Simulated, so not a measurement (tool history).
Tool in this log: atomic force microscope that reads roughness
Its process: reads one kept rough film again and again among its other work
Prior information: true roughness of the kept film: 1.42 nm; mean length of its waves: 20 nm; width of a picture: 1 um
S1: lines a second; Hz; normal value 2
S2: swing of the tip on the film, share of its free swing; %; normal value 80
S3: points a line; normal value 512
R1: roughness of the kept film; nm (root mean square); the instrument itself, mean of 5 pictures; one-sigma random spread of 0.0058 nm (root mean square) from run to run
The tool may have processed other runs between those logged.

Run 1, hour 0: usual settings. Result: R1 1.048 nm (root mean square).
Run 2, hour 60: usual settings. Result: R1 1.055 nm (root mean square).
Run 3, hour 111: usual settings. Result: R1 1.047 nm (root mean square).
Run 4, hour 136.1: usual settings but S2 83 %. Result: R1 1.017 nm (root mean square).
At hour 174.3: new tip fitted.
Run 5, hour 190.1: usual settings but S2 84 %. Result: R1 1.014 nm (root mean square).
Run 6, hour 240.3: usual settings but S2 84 %. Result: R1 1.019 nm (root mean square).
Run 7, hour 271.3: usual settings but S1 1.64 Hz. Result: R1 1.082 nm (root mean square).
Run 8, hour 306.6: usual settings but S1 1.64 Hz. Result: R1 1.076 nm (root mean square).
Run 9, hour 363.9: usual settings but S1 1.64 Hz. Result: R1 1.078 nm (root mean square).
Run 10, hour 409.6: usual settings but S3 715. Result: R1 1.045 nm (root mean square).
At hour 418.5: new tip fitted.
Run 11, hour 444.6: usual settings but S1 1.36 Hz, S2 82 %, S3 715. Result: R1 1.096 nm (root mean square).
Run 12, hour 504.9: usual settings but S1 1.3 Hz, S3 795. Result: R1 1.112 nm (root mean square).
Run 13, hour 550.8: usual settings but S2 89 %, S3 450. Result: R1 0.968 nm (root mean square).

Alternative continuations, all from the tool just after run 13; predict every row:
Run A, hour 603.9: usual settings but S2 89 %, S3 265. Result: R1 ?.
Run B, hour 603.9: usual settings but S2 86 %, S3 309. Result: R1 ?.
Run C, hour 603.9: usual settings but S1 3.25 Hz, S2 89 %, S3 320. Result: R1 ?.
Run D, hour 603.9: usual settings but S2 84 %, S3 450. Result: R1 ?.

run     R1
  A   0.94
  B  0.982
  C  0.835
  D  1.009
The same runs, with their run-to-run variation unchanged, on a tool lacking any hidden condition would have given:
run     R1
  A  0.943
  B  0.985
  C  0.837
  D  1.012

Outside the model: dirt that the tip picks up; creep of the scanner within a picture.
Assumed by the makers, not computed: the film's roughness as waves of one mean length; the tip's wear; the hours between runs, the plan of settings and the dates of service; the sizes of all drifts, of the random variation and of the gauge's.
